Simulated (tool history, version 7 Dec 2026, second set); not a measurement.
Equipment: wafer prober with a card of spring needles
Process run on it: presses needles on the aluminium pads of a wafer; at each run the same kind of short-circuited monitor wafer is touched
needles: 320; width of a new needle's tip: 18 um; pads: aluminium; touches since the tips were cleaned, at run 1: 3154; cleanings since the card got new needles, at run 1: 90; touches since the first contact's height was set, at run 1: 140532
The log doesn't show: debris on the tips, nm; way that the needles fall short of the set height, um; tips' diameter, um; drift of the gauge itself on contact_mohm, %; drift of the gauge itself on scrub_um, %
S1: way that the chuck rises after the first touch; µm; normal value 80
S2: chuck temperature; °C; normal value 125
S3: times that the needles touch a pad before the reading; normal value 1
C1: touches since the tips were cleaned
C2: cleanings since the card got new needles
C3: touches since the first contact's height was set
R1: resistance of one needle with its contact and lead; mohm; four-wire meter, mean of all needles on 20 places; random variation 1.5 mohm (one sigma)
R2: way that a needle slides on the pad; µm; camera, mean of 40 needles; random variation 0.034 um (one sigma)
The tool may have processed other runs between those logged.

run 1 hour=0.0 | S1=80 S2=125 S3=1 | C1=3154 C2=90 C3=140532 | R1=251 R2=11.61
-- hour=1.9 tips cleaned on abrasive film
-- hour=12.9 tips cleaned on abrasive film
run 2 hour=15.0 | S1=80 S2=125 S3=1 | C1=755 C2=92 C3=146008 | R1=183 R2=11.65
-- hour=22.8 tips cleaned on abrasive film
-- hour=33.4 tips cleaned on abrasive film
run 3 hour=34.1 | S1=80 S2=125 S3=1 | C1=288 C2=94 C3=153030 | R1=158 R2=11.64
-- hour=43.6 tips cleaned on abrasive film
run 4 hour=48.8 | S1=80 S2=125 S3=1 | C1=1900 C2=95 C3=158419 | R1=216 R2=11.61
-- hour=53.7 tips cleaned on abrasive film
-- hour=63.6 tips cleaned on abrasive film
run 5 hour=69.0 | S1=80 S2=60 S3=1 | C1=1983 C2=97 C3=165841 | R1=219 R2=11.56
-- hour=74.8 tips cleaned on abrasive film
run 6 hour=81.4 | S1=80 S2=47 S3=1 | C1=2440 C2=98 C3=170383 | R1=236 R2=11.58
-- hour=85.7 tips cleaned on abrasive film
-- hour=95.7 tips cleaned on abrasive film
run 7 hour=96.7 | S1=68 S2=47 S3=1 | C1=373 C2=100 C3=175990 | R1=177 R2=9.78
-- hour=106.7 tips cleaned on abrasive film
run 8 hour=115.0 | S1=68 S2=47 S3=1 | C1=3057 C2=101 C3=182726 | R1=314 R2=9.77
-- hour=117.0 tips cleaned on abrasive film
-- hour=128.3 tips cleaned on abrasive film
-- hour=138.4 tips cleaned on abrasive film
run 9 hour=138.4 | S1=68 S2=47 S3=1 | C1=0 C2=104 C3=191295 | R1=153 R2=9.76
-- hour=148.7 tips cleaned on abrasive film
-- hour=158.6 tips cleaned on abrasive film
run 10 hour=158.9 | S1=80 S2=125 S3=2 | C1=103 C2=106 C3=198826 | R1=149 R2=11.55
-- hour=168.7 tips cleaned on abrasive film
run 11 hour=171.0 | S1=80 S2=125 S3=2 | C1=846 C2=107 C3=203266 | R1=166 R2=11.54
-- hour=179.4 tips cleaned on abrasive film
run 12 hour=188.0 | S1=80 S2=125 S3=2 | C1=3187 C2=108 C3=209531 | R1=213 R2=11.52
-- hour=189.6 tips cleaned on abrasive film
-- hour=200.5 tips cleaned on abrasive film
-- hour=210.4 tips cleaned on abrasive film
run 13 hour=214.9 | S1=80 S2=125 S3=2 | C1=1661 C2=111 C3=219381 | R1=180 R2=11.47
-- hour=220.1 tips cleaned on abrasive film
run 14 hour=228.7 | S1=80 S2=125 S3=1 | C1=3211 C2=112 C3=224482 | R1=253 R2=11.43
-- hour=231.2 tips cleaned on abrasive film
-- hour=242.8 tips cleaned on abrasive film
run 15 hour=246.1 | S1=80 S2=125 S3=1 | C1=1227 C2=114 C3=230848 | R1=207 R2=11.44
-- hour=254.9 tips cleaned on abrasive film
run 16 hour=261.1 | S1=80 S2=125 S3=1 | C1=2303 C2=115 C3=236355 | R1=234 R2=11.43
-- hour=266.6 tips cleaned on abrasive film
-- hour=276.5 tips cleaned on abrasive film
-- hour=280.6 height of the first contact set anew
run 17 hour=283.0 | S1=95 S2=64 S3=2 | C1=2315 C2=117 C3=911 | R1=176 R2=14.11
-- hour=286.9 tips cleaned on abrasive film
-- hour=296.8 tips cleaned on abrasive film
run 18 hour=299.8 | S1=80 S2=30 S3=2 | C1=1106 C2=119 C3=7044 | R1=168 R2=11.83
-- hour=308.1 tips cleaned on abrasive film
-- hour=318.7 tips cleaned on abrasive film
run 19 hour=324.8 | S1=80 S2=33 S3=1 | C1=2273 C2=121 C3=16257 | R1=240 R2=11.91
-- hour=328.7 tips cleaned on abrasive film
-- hour=340.3 tips cleaned on abrasive film
-- hour=350.1 tips cleaned on abrasive film
run 20 hour=350.1 | S1=80 S2=79 S3=1 | C1=0 C2=124 C3=25521 | R1=140 R2=11.85
-- hour=360.2 tips cleaned on abrasive film
-- hour=370.8 tips cleaned on abrasive film
run 21 hour=373.1 | S1=80 S2=65 S3=1 | C1=853 C2=126 C3=33952 | R1=179 R2=11.78
-- hour=381.6 tips cleaned on abrasive film
-- hour=392.6 tips cleaned on abrasive film
run 22 hour=392.8 | S1=80 S2=65 S3=1 | C1=77 C2=128 C3=41203 | R1=145 R2=11.76
-- hour=403.0 tips cleaned on abrasive film
run 23 hour=409.4 | S1=80 S2=125 S3=1 | C1=2386 C2=129 C3=47318 | R1=238 R2=11.81
-- hour=413.2 tips cleaned on abrasive film
-- hour=423.7 tips cleaned on abrasive film
run 24 hour=429.5 | S1=62 S2=65 S3=1 | C1=2125 C2=131 C3=54658 | R1=278 R2=9.09
-- hour=433.5 tips cleaned on abrasive film
-- hour=443.9 tips cleaned on abrasive film
run 25 hour=444.8 | S1=62 S2=65 S3=1 | C1=324 C2=133 C3=60275 | R1=170 R2=9.07
-- hour=455.1 tips cleaned on abrasive film
run 26 hour=459.3 | S1=62 S2=65 S3=1 | C1=1565 C2=134 C3=65608 | R1=267 R2=9.06
-- hour=465.8 tips cleaned on abrasive film
-- hour=476.6 tips cleaned on abrasive film
run 27 hour=483.2 | S1=78 S2=37 S3=1 | C1=2437 C2=136 C3=74376 | R1=252 R2=11.50
-- hour=487.4 tips cleaned on abrasive film
-- hour=498.2 tips cleaned on abrasive film
-- hour=509.1 tips cleaned on abrasive film
run 28 hour=512.0 | S1=80 S2=29 S3=3 | C1=1057 C2=139 C3=84949 | R1=150 R2=11.70
-- hour=518.9 tips cleaned on abrasive film
run 29 hour=528.2 | S1=95 S2=83 S3=3 | C1=3443 C2=140 C3=90927 | R1=167 R2=13.99
-- hour=530.3 tips cleaned on abrasive film
-- hour=540.1 tips cleaned on abrasive film
run 30 hour=540.1 | S1=70 S2=46 S3=1 | C1=0 C2=142 C3=95262 | R1=147 R2=10.26
-- hour=550.5 tips cleaned on abrasive film
run 31 hour=553.8 | S1=70 S2=46 S3=1 | C1=1246 C2=143 C3=100310 | R1=230 R2=10.21

Hidden state or all else? Some run-to-run changes of R1, split into what the settings, what came in and random variation would give without the hidden state, and what is left for the hidden state (with any gauge scatter that isn't in both results):
Run 7 -> 8: tips cleaned on abrasive film. R1 +137 mohm: hidden state +137, all else +0.
Run 8 -> 9: tips cleaned on abrasive film, tips cleaned on abrasive film, tips cleaned on abrasive film. R1 -161 mohm: hidden state -166, all else +5.
Run 24 -> 25: tips cleaned on abrasive film, tips cleaned on abrasive film. R1 -108 mohm: hidden state -107, all else -1.
